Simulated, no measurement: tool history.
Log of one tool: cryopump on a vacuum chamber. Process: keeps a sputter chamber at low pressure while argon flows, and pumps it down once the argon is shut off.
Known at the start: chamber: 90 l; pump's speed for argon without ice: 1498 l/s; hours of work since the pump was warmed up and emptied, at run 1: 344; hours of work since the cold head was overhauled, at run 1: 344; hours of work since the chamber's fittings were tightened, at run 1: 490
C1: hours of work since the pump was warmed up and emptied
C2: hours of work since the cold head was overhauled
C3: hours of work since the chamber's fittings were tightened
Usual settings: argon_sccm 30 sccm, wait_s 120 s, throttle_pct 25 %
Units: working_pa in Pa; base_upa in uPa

{"run": 1, "hour": 0.0, "argon_sccm": 30, "wait_s": 120, "throttle_pct": 25, "C1": 344, "C2": 344, "C3": 490, "working_pa": 0.1388, "base_upa": 1.29}
{"run": 2, "hour": 38.6, "argon_sccm": 30, "wait_s": 120, "throttle_pct": 25, "C1": 368, "C2": 368, "C3": 515, "working_pa": 0.137, "base_upa": 1.28}
{"run": 3, "hour": 57.5, "argon_sccm": 30, "wait_s": 120, "throttle_pct": 25, "C1": 380, "C2": 380, "C3": 527, "working_pa": 0.1386, "base_upa": 1.31}
{"run": 4, "hour": 98.3, "argon_sccm": 30, "wait_s": 120, "throttle_pct": 25, "C1": 406, "C2": 406, "C3": 552, "working_pa": 0.1378, "base_upa": 1.38}
{"run": 5, "hour": 118.4, "argon_sccm": 30, "wait_s": 120, "throttle_pct": 25, "C1": 418, "C2": 418, "C3": 565, "working_pa": 0.1388, "base_upa": 1.37}
{"run": 6, "hour": 159.3, "argon_sccm": 30, "wait_s": 120, "throttle_pct": 21, "C1": 444, "C2": 444, "C3": 591, "working_pa": 0.1647, "base_upa": 1.45}
{"run": 7, "hour": 192.8, "argon_sccm": 30, "wait_s": 120, "throttle_pct": 21, "C1": 465, "C2": 465, "C3": 612, "working_pa": 0.1659, "base_upa": 1.46}
{"run": 8, "hour": 228.6, "argon_sccm": 30, "wait_s": 120, "throttle_pct": 21, "C1": 488, "C2": 488, "C3": 635, "working_pa": 0.1656, "base_upa": 1.46}
{"run": 9, "hour": 264.9, "argon_sccm": 30, "wait_s": 120, "throttle_pct": 25, "C1": 511, "C2": 511, "C3": 657, "working_pa": 0.1393, "base_upa": 1.59}
{"run": 10, "hour": 284.5, "argon_sccm": 21, "wait_s": 120, "throttle_pct": 25, "C1": 523, "C2": 523, "C3": 670, "working_pa": 0.097, "base_upa": 1.54}
{"run": 11, "hour": 325.4, "argon_sccm": 21, "wait_s": 120, "throttle_pct": 25, "C1": 549, "C2": 549, "C3": 696, "working_pa": 0.0974, "base_upa": 1.66}
{"run": 12, "hour": 359.8, "argon_sccm": 21, "wait_s": 120, "throttle_pct": 25, "C1": 571, "C2": 571, "C3": 717, "working_pa": 0.0983, "base_upa": 1.68}
{"run": 13, "hour": 381.4, "argon_sccm": 21, "wait_s": 120, "throttle_pct": 25, "C1": 584, "C2": 584, "C3": 731, "working_pa": 0.0994, "base_upa": 1.7}
{"run": 14, "hour": 404.7, "argon_sccm": 30, "wait_s": 120, "throttle_pct": 25, "C1": 599, "C2": 599, "C3": 746, "working_pa": 0.1397, "base_upa": 1.71}
{"run": 15, "hour": 434.2, "argon_sccm": 30, "wait_s": 120, "throttle_pct": 25, "C1": 617, "C2": 617, "C3": 764, "working_pa": 0.1406, "base_upa": 1.79}
{"run": 16, "hour": 461.1, "argon_sccm": 30, "wait_s": 120, "throttle_pct": 25, "C1": 634, "C2": 634, "C3": 781, "working_pa": 0.1409, "base_upa": 1.82}
{"run": 17, "hour": 494.0, "argon_sccm": 30, "wait_s": 42, "throttle_pct": 25, "C1": 655, "C2": 655, "C3": 802, "working_pa": 0.1425, "base_upa": 2.14}
{"run": 18, "hour": 534.8, "argon_sccm": 47, "wait_s": 129, "throttle_pct": 48, "C1": 681, "C2": 681, "C3": 828, "working_pa": 0.1199, "base_upa": 1.96}
{"run": 19, "hour": 572.5, "argon_sccm": 47, "wait_s": 32, "throttle_pct": 46, "C1": 705, "C2": 705, "C3": 851, "working_pa": 0.125, "base_upa": 2.42}
{"run": 20, "hour": 605.3, "argon_sccm": 47, "wait_s": 32, "throttle_pct": 46, "C1": 725, "C2": 725, "C3": 872, "working_pa": 0.1248, "base_upa": 2.5}
{"run": 21, "hour": 634.7, "argon_sccm": 13, "wait_s": 120, "throttle_pct": 42, "C1": 744, "C2": 744, "C3": 891, "working_pa": 0.0375, "base_upa": 2.01}
{"run": 22, "hour": 664.7, "argon_sccm": 13, "wait_s": 120, "throttle_pct": 42, "C1": 763, "C2": 763, "C3": 910, "working_pa": 0.0382, "base_upa": 2.08}
{"run": 23, "hour": 699.3, "argon_sccm": 15, "wait_s": 257, "throttle_pct": 25, "C1": 785, "C2": 785, "C3": 931, "working_pa": 0.0716, "base_upa": 2.07}
{"run": 24, "hour": 722.1, "argon_sccm": 30, "wait_s": 114, "throttle_pct": 25, "C1": 799, "C2": 799, "C3": 946, "working_pa": 0.1419, "base_upa": 2.18}
{"run": 25, "hour": 755.8, "argon_sccm": 30, "wait_s": 114, "throttle_pct": 25, "C1": 820, "C2": 820, "C3": 967, "working_pa": 0.1424, "base_upa": 2.15}
{"run": 26, "hour": 791.9, "argon_sccm": 30, "wait_s": 114, "throttle_pct": 25, "C1": 843, "C2": 843, "C3": 990, "working_pa": 0.1417, "base_upa": 2.34}
{"run": 27, "hour": 826.5, "argon_sccm": 30, "wait_s": 114, "throttle_pct": 25, "C1": 865, "C2": 865, "C3": 1012, "working_pa": 0.144, "base_upa": 2.34}
{"run": 28, "hour": 854.7, "argon_sccm": 30, "wait_s": 114, "throttle_pct": 25, "C1": 883, "C2": 883, "C3": 1029, "working_pa": 0.1436, "base_upa": 2.34}
{"run": 29, "hour": 890.3, "argon_sccm": 20, "wait_s": 120, "throttle_pct": 24, "C1": 905, "C2": 905, "C3": 1052, "working_pa": 0.0973, "base_upa": 2.49}
{"run": 30, "hour": 921.3, "argon_sccm": 20, "wait_s": 120, "throttle_pct": 24, "C1": 925, "C2": 925, "C3": 1071, "working_pa": 0.0989, "base_upa": 2.46}
{"run": 31, "hour": 945.0, "argon_sccm": 15, "wait_s": 120, "throttle_pct": 41, "C1": 940, "C2": 940, "C3": 1086, "working_pa": 0.0452, "base_upa": 2.46}
{"run": 32, "hour": 987.1, "argon_sccm": 15, "wait_s": 105, "throttle_pct": 17, "C1": 966, "C2": 966, "C3": 1113, "working_pa": 0.1039, "base_upa": 2.57}
{"run": 33, "hour": 1008.8, "argon_sccm": 34, "wait_s": 105, "throttle_pct": 60, "C1": 980, "C2": 980, "C3": 1126, "working_pa": 0.0737, "base_upa": 2.58}
{"run": 34, "hour": 1048.8, "argon_sccm": 34, "wait_s": 105, "throttle_pct": 60, "C1": 1005, "C2": 1005, "C3": 1152, "working_pa": 0.0732, "base_upa": 2.64}

Forecast each of these 3 alternatives for the next run:
{"run": "A", "hour": 1076.4, "argon_sccm": 18, "wait_s": 105, "throttle_pct": 60, "C1": 1022, "C2": 1022, "C3": 1169, "working_pa": "?", "base_upa": "?"}
{"run": "B", "hour": 1076.4, "argon_sccm": 34, "wait_s": 22, "throttle_pct": 16, "C1": 1022, "C2": 1022, "C3": 1169, "working_pa": "?", "base_upa": "?"}
{"run": "C", "hour": 1076.4, "argon_sccm": 19, "wait_s": 151, "throttle_pct": 27, "C1": 1022, "C2": 1022, "C3": 1169, "working_pa": "?", "base_upa": "?"}

run=A working_pa=0.0383 base_upa=2.64
run=B working_pa=0.2486 base_upa=3.46
run=C working_pa=0.0852 base_upa=2.61
Without the tool's hidden state the same runs would have given:
run=A working_pa=0.0332 base_upa=0.39
run=B working_pa=0.2390 base_upa=1.19
run=C working_pa=0.0798 base_upa=0.35
